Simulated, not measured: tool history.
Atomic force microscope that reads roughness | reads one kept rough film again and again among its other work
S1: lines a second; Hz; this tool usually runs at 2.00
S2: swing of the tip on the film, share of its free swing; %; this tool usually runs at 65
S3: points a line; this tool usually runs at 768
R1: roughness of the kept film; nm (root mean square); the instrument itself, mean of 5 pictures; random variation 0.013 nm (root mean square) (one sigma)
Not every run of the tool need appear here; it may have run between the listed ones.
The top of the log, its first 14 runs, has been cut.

run,hour,S1,S2,S3,R1
# hour 470.1: new tip fitted
15,495.5,1.23,65,768,3.107
16,542.4,1.23,65,768,3.111
# hour 564.4: new tip fitted
17,571.4,2.00,65,813,3.072
18,613.5,2.00,65,813,3.066
19,636.7,2.00,65,813,3.076
# hour 657.6: new tip fitted
20,663.5,2.00,84,768,2.834
21,705.7,2.00,84,768,2.815
22,727.5,1.43,65,768,3.093
# hour 753.8: new tip fitted
23,766.9,1.43,65,768,3.108
24,810.6,2.00,65,768,3.049
# hour 847.3: new tip fitted
25,856.1,2.00,65,768,3.073
26,892.3,2.00,80,768,2.887
27,936.5,2.07,80,768,2.872
# hour 941.9: new tip fitted
28,983.7,2.07,80,768,2.890
29,1008.7,2.07,80,768,2.884
# hour 1035.1: new tip fitted
30,1037.8,3.32,59,405,3.024
31,1059.2,0.53,87,815,3.082
32,1079.4,0.53,87,815,3.096
33,1109.2,0.62,87,424,3.043
# hour 1130.4: new tip fitted
34,1139.5,1.16,65,684,3.124
35,1182.1,0.68,65,556,3.170
36,1211.5,1.71,65,406,3.055
# hour 1225.9: new tip fitted
37,1231.2,1.71,65,406,3.071
38,1265.7,1.71,65,406,3.061

Estimate the outcome of run 39 from the log above:
39,1285.0,1.71,65,406,?

Run 39 measured R1 3.047 nm (root mean square).
Had the tool carried no hidden state, the very same run would have given R1 3.051 nm (root mean square).
